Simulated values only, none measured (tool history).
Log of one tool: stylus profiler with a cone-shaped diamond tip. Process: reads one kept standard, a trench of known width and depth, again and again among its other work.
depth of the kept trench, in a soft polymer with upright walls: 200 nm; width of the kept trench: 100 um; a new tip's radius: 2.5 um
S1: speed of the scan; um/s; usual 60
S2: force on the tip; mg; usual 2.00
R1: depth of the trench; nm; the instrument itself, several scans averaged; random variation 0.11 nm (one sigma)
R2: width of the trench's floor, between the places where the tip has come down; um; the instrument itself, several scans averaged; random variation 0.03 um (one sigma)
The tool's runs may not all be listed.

Run 1, hour 0.0: usual settings. Result: R1 200.89 nm, R2 97.57 um.
Run 2, hour 50.1: usual settings. Result: R1 200.92 nm, R2 97.53 um.
Run 3, hour 79.8: usual settings but S1 94 um/s. Result: R1 200.92 nm, R2 97.36 um.
Run 4, hour 133.2: usual settings but S1 94 um/s. Result: R1 200.85 nm, R2 97.40 um.
Run 5, hour 178.3: usual settings. Result: R1 200.92 nm, R2 97.49 um.
Run 6, hour 220.2: usual settings but S2 2.99 mg. Result: R1 201.46 nm, R2 97.55 um.
Run 7, hour 264.8: usual settings but S2 2.99 mg. Result: R1 201.41 nm, R2 97.57 um.
Run 8, hour 299.9: usual settings. Result: R1 201.01 nm, R2 97.43 um.
Run 9, hour 351.2: usual settings but S1 41 um/s. Result: R1 201.07 nm, R2 97.55 um.
Run 10, hour 398.5: usual settings but S1 169 um/s. Result: R1 201.03 nm, R2 96.83 um.
Run 11, hour 445.9: usual settings but S1 169 um/s. Result: R1 201.12 nm, R2 96.86 um.
Run 12, hour 474.2: usual settings but S2 4.45 mg. Result: R1 201.79 nm, R2 97.52 um.
At hour 479.0: height scale calibrated on a step standard.
Run 13, hour 515.2: usual settings but S2 4.45 mg. Result: R1 201.70 nm, R2 97.50 um.
Run 14, hour 548.5: usual settings but S2 1.19 mg. Result: R1 200.93 nm, R2 97.23 um.
Run 15, hour 589.9: usual settings but S1 71 um/s. Result: R1 201.07 nm, R2 97.28 um.
Run 16, hour 630.8: usual settings but S2 2.13 mg. Result: R1 201.32 nm, R2 97.37 um.
Run 17, hour 679.7: usual settings but S2 2.13 mg. Result: R1 201.42 nm, R2 97.38 um.
Run 18, hour 733.8: usual settings but S2 2.13 mg. Result: R1 201.38 nm, R2 97.29 um.
Run 19, hour 769.2: usual settings but S2 2.13 mg. Result: R1 201.32 nm, R2 97.31 um.
Run 20, hour 803.5: usual settings but S2 2.13 mg. Result: R1 201.31 nm, R2 97.32 um.
At hour 817.7: height scale calibrated on a step standard, once more.
Run 21, hour 833.0: usual settings but S1 27 um/s, S2 1.38 mg. Result: R1 200.78 nm, R2 97.44 um.
Run 22, hour 882.1: usual settings but S1 27 um/s, S2 1.38 mg. Result: R1 200.79 nm, R2 97.48 um.
Run 23, hour 926.4: usual settings but S1 23 um/s, S2 0.84 mg. Result: R1 200.60 nm, R2 97.38 um.
Run 24, hour 985.7: usual settings but S1 186 um/s, S2 1.35 mg. Result: R1 200.76 nm, R2 96.37 um.
Run 25, hour 1020.8: usual settings but S1 186 um/s, S2 1.35 mg. Result: R1 200.70 nm, R2 96.36 um.
Run 26, hour 1080.7: usual settings but S1 77 um/s, S2 1.61 mg. Result: R1 200.87 nm, R2 97.10 um.
Run 27, hour 1109.8: usual settings but S1 35 um/s, S2 3.10 mg. Result: R1 201.31 nm, R2 97.38 um.
Run 28, hour 1161.2: usual settings but S1 180 um/s, S2 5.91 mg. Result: R1 201.89 nm, R2 96.89 um.
Run 29, hour 1212.8: usual settings but S1 36 um/s, S2 5.91 mg. Result: R1 202.17 nm, R2 97.40 um.
Run 30, hour 1259.4: usual settings but S1 82 um/s, S2 0.68 mg. Result: R1 200.67 nm, R2 96.78 um.
Run 31, hour 1314.0: usual settings but S1 15 um/s, S2 3.21 mg. Result: R1 201.55 nm, R2 97.37 um.
Run 32, hour 1362.0: usual settings but S1 34 um/s, S2 4.03 mg. Result: R1 201.71 nm, R2 97.37 um.
Run 33, hour 1419.9: usual settings but S1 18 um/s, S2 0.78 mg. Result: R1 200.71 nm, R2 97.31 um.
Run 34, hour 1480.2: usual settings but S1 74 um/s, S2 5.05 mg. Result: R1 201.82 nm, R2 97.19 um.
Run 35, hour 1524.4: usual settings but S1 28 um/s, S2 1.33 mg. Result: R1 201.05 nm, R2 97.26 um.
Run 36, hour 1560.8: usual settings but S1 117 um/s, S2 4.36 mg. Result: R1 201.89 nm, R2 96.98 um.
At hour 1596.4: new tip fitted, height scale calibrated.
Run 37, hour 1597.8: usual settings but S1 91 um/s. Result: R1 200.94 nm, R2 97.60 um.
Run 38, hour 1627.8: usual settings but S1 91 um/s. Result: R1 200.83 nm, R2 97.50 um.

5 ways to go on from here, each from the tool as it stands after run 38. What would each give?
Run A, hour 1658.3: usual settings but S1 69 um/s, S2 2.86 mg. Result: R1 ?, R2 ?.
Run B, hour 1658.3: usual settings but S1 48 um/s, S2 4.95 mg. Result: R1 ?, R2 ?.
Run C, hour 1658.3: usual settings but S1 53 um/s, S2 2.62 mg. Result: R1 ?, R2 ?.
Run D, hour 1658.3: usual settings but S1 75 um/s, S2 2.49 mg. Result: R1 ?, R2 ?.
Run E, hour 1658.3: usual settings but S1 91 um/s, S2 4.76 mg. Result: R1 ?, R2 ?.

run      R1     R2
  A  201.28  97.77
  B  201.77  97.92
  C  201.02  97.79
  D  201.19  97.69
  E  201.88  97.75
Without the tool's hidden state the same runs would have given:
run      R1     R2
  A  201.30  97.77
  B  201.78  97.93
  C  201.03  97.80
  D  201.21  97.69
  E  201.89  97.76

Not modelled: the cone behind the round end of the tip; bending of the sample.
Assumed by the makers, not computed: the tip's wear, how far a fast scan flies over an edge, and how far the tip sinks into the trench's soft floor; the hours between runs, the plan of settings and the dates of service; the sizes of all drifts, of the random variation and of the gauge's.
